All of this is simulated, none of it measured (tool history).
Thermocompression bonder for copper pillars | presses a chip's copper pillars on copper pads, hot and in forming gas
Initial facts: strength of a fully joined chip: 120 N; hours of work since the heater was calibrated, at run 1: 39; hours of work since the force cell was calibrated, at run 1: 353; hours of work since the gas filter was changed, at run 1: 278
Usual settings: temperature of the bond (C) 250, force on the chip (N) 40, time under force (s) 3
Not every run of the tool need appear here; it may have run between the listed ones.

| run | hour | temperature of the bond (C) | force on the chip (N) | time under force (s) | hours of work since the heater was calibrated | hours of work since the force cell was calibrated | hours of work since the gas filter was changed | force that shears a chip off (N) |
|---|---|---|---|---|---|---|---|---|
| 1 | 0.0 | 250 | 40 | 3 | 39 | 353 | 278 | 43.1 |
| 2 | 9.6 | 250 | 36 | 3 | 44 | 359 | 283 | 39.7 |
| 3 | 19.9 | 250 | 40 | 3 | 50 | 365 | 289 | 42.9 |
| 4 | 24.4 | 250 | 27 | 3 | 53 | 367 | 292 | 27.4 |
| 5 | 33.7 | 260 | 40 | 3 | 58 | 373 | 297 | 49.2 |
| 6 | 41.2 | 250 | 32 | 3 | 62 | 377 | 301 | 34.5 |
| 7 | 47.7 | 250 | 32 | 3 | 66 | 381 | 305 | 33.3 |
|  | 52.0 | forming gas filter changed |
| 8 | 58.7 | 250 | 32 | 3 | 72 | 387 | 4 | 37.0 |
| 9 | 67.3 | 243 | 53 | 3 | 77 | 392 | 9 | 58.4 |
|  | 69.6 | force cell calibrated |
| 10 | 76.9 | 243 | 58 | 3 | 81 | 4 | 13 | 65.4 |
| 11 | 85.0 | 266 | 57 | 3 | 86 | 9 | 18 | 78.6 |
| 12 | 95.1 | 250 | 40 | 3 | 92 | 15 | 24 | 49.0 |
| 13 | 103.6 | 259 | 36 | 3 | 97 | 19 | 29 | 47.3 |
|  | 108.5 | force cell calibrated, once more |
| 14 | 112.7 | 259 | 46 | 4 | 101 | 2 | 33 | 65.5 |

Hidden condition of the tool, last listed run before each entry between runs versus first listed run after:
Run 7 -> run 8: forming gas filter changed (hour 52.0)
  true temperature of the bond over the reading, C: -1 -> -1.1; oxide that the forming gas leaves, % of the face: 10.33 -> 0.8
  measured less the result without the state, force that shears a chip off (N): -2.9 -> +0.6
Run 9 -> run 10: force cell calibrated (hour 69.6)
  force that reaches the chip, % of what is set: 102.7 -> 104.5; oxide that the forming gas leaves, % of the face: 0.98 -> 1.13
  measured less the result without the state, force that shears a chip off (N): +0.7 -> +1.6
Run 13 -> run 14: force cell calibrated, once more (hour 108.5)
  true temperature of the bond over the reading, C: -1.2 -> -1.3; force that reaches the chip, % of what is set: 104.6 -> 100.7; oxide that the forming gas leaves, % of the face: 1.64 -> 1.78
  measured less the result without the state, force that shears a chip off (N): +1.2 -> -1.2
